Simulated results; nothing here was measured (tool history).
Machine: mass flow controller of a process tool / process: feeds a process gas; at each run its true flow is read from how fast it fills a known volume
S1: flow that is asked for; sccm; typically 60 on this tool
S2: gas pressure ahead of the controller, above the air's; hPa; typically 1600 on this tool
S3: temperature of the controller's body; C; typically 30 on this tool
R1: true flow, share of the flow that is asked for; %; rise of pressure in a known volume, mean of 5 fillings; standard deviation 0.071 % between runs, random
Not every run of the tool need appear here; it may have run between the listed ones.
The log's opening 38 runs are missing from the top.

run    hour   S1    S2  S3     R1
 39  7600.2   27  1600  24  95.15
 40  7804.3   27  1600  24  94.93
 41  8037.4   29  1800  24   94.9
 42  8280.8   28  1600  30  94.89
 43  8494.3   44  1970  30   94.9
 44    8650   44  1970  30  94.75
 45  8923.5   44  2000  21  94.04
 46  9173.3  112  2770  30  94.79
 47    9422   21  2180  30  94.09
 48  9536.6   21  2180  30   94.1

Below are 4 alternative next runs, each starting from the tool's condition after run 48. Predict each:
  A  9655.2   21  2180  38   ?
  B  9655.2  175  2180  30   ?
  C  9655.2   60  2210  30   ?
  D  9655.2   53  2110  30   ?

run     R1
  A   94.2
  B   94.3
  C     94
  D  93.88
Stripped of hidden state, with their random variation kept, the same runs would have yielded:
run      R1
  A   100.1
  B  100.23
  C    99.9
  D   99.78

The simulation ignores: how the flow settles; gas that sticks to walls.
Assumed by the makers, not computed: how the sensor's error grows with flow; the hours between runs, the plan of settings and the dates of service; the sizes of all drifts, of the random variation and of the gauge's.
